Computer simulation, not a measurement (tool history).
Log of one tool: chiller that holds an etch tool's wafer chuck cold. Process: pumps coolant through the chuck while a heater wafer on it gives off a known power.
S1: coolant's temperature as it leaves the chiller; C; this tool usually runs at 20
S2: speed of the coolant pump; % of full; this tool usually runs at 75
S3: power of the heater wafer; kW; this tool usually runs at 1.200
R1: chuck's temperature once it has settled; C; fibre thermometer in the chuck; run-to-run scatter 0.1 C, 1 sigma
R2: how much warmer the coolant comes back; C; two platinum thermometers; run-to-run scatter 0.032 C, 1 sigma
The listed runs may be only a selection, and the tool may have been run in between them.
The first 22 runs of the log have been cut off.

run,day,S1,S2,S3,R1,R2
23,141.475,14,78,1.200,23.4,3.45
24,149.079,28,75,1.132,37.0,3.45
25,154.808,28,75,1.132,37.3,3.45
26,161.425,25,64,1.132,35.4,4.07
27,166.483,11,96,0.708,15.4,1.74
28,173.446,11,96,0.708,15.4,1.76
29,181.579,20,77,1.544,32.8,4.67
# day 182.254: chiller's thermometer calibrated
30,189.142,11,93,1.544,22.9,3.79
31,197.204,11,93,1.544,22.9,3.87

Here are 5 independent what-if runs from the current tool condition. What would each one return?
A,201.883,14,60,1.544,?,?
B,201.883,11,83,1.544,?,?
C,201.883,22,93,1.544,?,?
D,201.883,20,78,1.200,?,?
E,201.883,20,75,1.219,?,?

run,R1,R2
A,30.6,6.01
B,24.2,4.34
C,34.0,3.85
D,30.6,3.61
E,31.3,3.82
The same runs, with their run-to-run variation unchanged, on a tool lacking any hidden condition would have given:
run,R1,R2
A,27.8,5.76
B,21.9,4.16
C,31.9,3.69
D,28.8,3.47
E,29.4,3.67
